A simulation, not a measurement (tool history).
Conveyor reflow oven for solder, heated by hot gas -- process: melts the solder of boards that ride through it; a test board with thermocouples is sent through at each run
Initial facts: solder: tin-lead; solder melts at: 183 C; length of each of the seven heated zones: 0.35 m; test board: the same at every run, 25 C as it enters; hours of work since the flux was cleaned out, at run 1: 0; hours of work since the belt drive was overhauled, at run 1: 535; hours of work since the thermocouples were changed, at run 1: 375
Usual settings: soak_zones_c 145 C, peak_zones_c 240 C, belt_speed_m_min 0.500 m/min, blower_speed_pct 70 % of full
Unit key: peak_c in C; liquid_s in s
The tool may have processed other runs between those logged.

| run | hour | soak_zones_c | peak_zones_c | belt_speed_m_min | blower_speed_pct | hours of work since the flux was cleaned out | hours of work since the belt drive was overhauled | hours of work since the thermocouples were changed | peak_c | liquid_s |
|---|---|---|---|---|---|---|---|---|---|---|
| 1 | 0.0 | 145 | 240 | 0.500 | 70 | 0 | 535 | 375 | 225.4 | 72.9 |
| 2 | 13.9 | 131 | 240 | 0.500 | 70 | 10 | 545 | 385 | 222.9 | 65.7 |
| 3 | 24.9 | 131 | 240 | 0.500 | 70 | 18 | 553 | 393 | 223.7 | 65.8 |
| 4 | 35.7 | 131 | 240 | 0.506 | 70 | 26 | 560 | 400 | 222.9 | 64.5 |
| 5 | 55.3 | 131 | 240 | 0.506 | 70 | 40 | 575 | 415 | 222.8 | 64.4 |
| 6 | 68.8 | 145 | 240 | 0.546 | 70 | 50 | 584 | 424 | 222.7 | 64.4 |
| 7 | 81.8 | 145 | 240 | 0.500 | 70 | 59 | 594 | 434 | 225.0 | 72.2 |
| 8 | 97.9 | 145 | 240 | 0.500 | 85 | 71 | 605 | 445 | 228.7 | 74.9 |
| 9 | 110.4 | 145 | 240 | 0.500 | 89 | 80 | 614 | 454 | 229.0 | 75.0 |
| 10 | 120.9 | 145 | 240 | 0.500 | 89 | 87 | 622 | 462 | 228.7 | 74.8 |
| 11 | 136.5 | 145 | 240 | 0.500 | 89 | 98 | 633 | 473 | 228.4 | 74.9 |
| 12 | 160.5 | 145 | 240 | 0.500 | 70 | 116 | 650 | 490 | 224.7 | 72.2 |
| 13 | 173.2 | 145 | 240 | 0.500 | 70 | 125 | 660 | 500 | 225.0 | 72.4 |
| 14 | 183.7 | 145 | 240 | 0.500 | 70 | 133 | 667 | 507 | 225.0 | 72.0 |
| 15 | 198.7 | 145 | 240 | 0.500 | 70 | 143 | 678 | 518 | 224.3 | 72.1 |
| 16 | 210.0 | 145 | 250 | 0.500 | 70 | 151 | 686 | 526 | 232.9 | 77.7 |
| 17 | 221.2 | 145 | 238 | 0.591 | 70 | 160 | 694 | 534 | 217.2 | 55.5 |
| 18 | 236.8 | 145 | 241 | 0.431 | 63 | 171 | 705 | 545 | 228.4 | 86.9 |
|  | 240.6 | thermocouples of zones 6 and 7 changed |
| 19 | 253.8 | 141 | 240 | 0.500 | 70 | 182 | 716 | 10 | 223.0 | 69.3 |
| 20 | 272.1 | 141 | 240 | 0.500 | 70 | 195 | 729 | 23 | 222.9 | 69.0 |
| 21 | 288.0 | 145 | 235 | 0.584 | 70 | 206 | 741 | 34 | 214.1 | 53.2 |
| 22 | 300.6 | 145 | 235 | 0.584 | 70 | 215 | 750 | 43 | 213.9 | 53.4 |
| 23 | 318.7 | 145 | 249 | 0.584 | 67 | 228 | 763 | 56 | 224.5 | 61.1 |
| 24 | 332.0 | 145 | 249 | 0.584 | 67 | 238 | 773 | 66 | 224.5 | 61.0 |
| 25 | 342.9 | 145 | 246 | 0.490 | 52 | 246 | 781 | 74 | 224.0 | 72.8 |
| 26 | 366.3 | 145 | 240 | 0.548 | 70 | 263 | 797 | 91 | 219.6 | 62.4 |
| 27 | 385.9 | 134 | 241 | 0.500 | 70 | 277 | 812 | 105 | 222.5 | 65.7 |
| 28 | 409.9 | 134 | 241 | 0.500 | 70 | 294 | 829 | 122 | 221.4 | 65.4 |
| 29 | 421.6 | 145 | 240 | 0.500 | 79 | 303 | 837 | 131 | 224.7 | 72.4 |
| 30 | 435.6 | 145 | 240 | 0.500 | 79 | 313 | 847 | 141 | 224.6 | 72.4 |
| 31 | 447.4 | 154 | 253 | 0.576 | 70 | 321 | 856 | 149 | 230.6 | 69.0 |

Take each entry between the runs: how does the hidden state at the last listed run before it differ from the hidden state at the first listed run after it?
Logged between run 18 and run 19: thermocouples of zones 6 and 7 changed (hour 240.6)
  heat that the gas passes to the board, % of a clean oven's: 92.7 -> 92.3; belt's true speed, % of the reading: 98.63 -> 98.6; true gas temperature in zones 6 and 7 over the reading, C: 1.37 -> 0.44
  difference, measured minus the result without the unlogged condition, peak_c: +0.1 -> -1.2 C; liquid_s: +1.1 -> -0.1 s

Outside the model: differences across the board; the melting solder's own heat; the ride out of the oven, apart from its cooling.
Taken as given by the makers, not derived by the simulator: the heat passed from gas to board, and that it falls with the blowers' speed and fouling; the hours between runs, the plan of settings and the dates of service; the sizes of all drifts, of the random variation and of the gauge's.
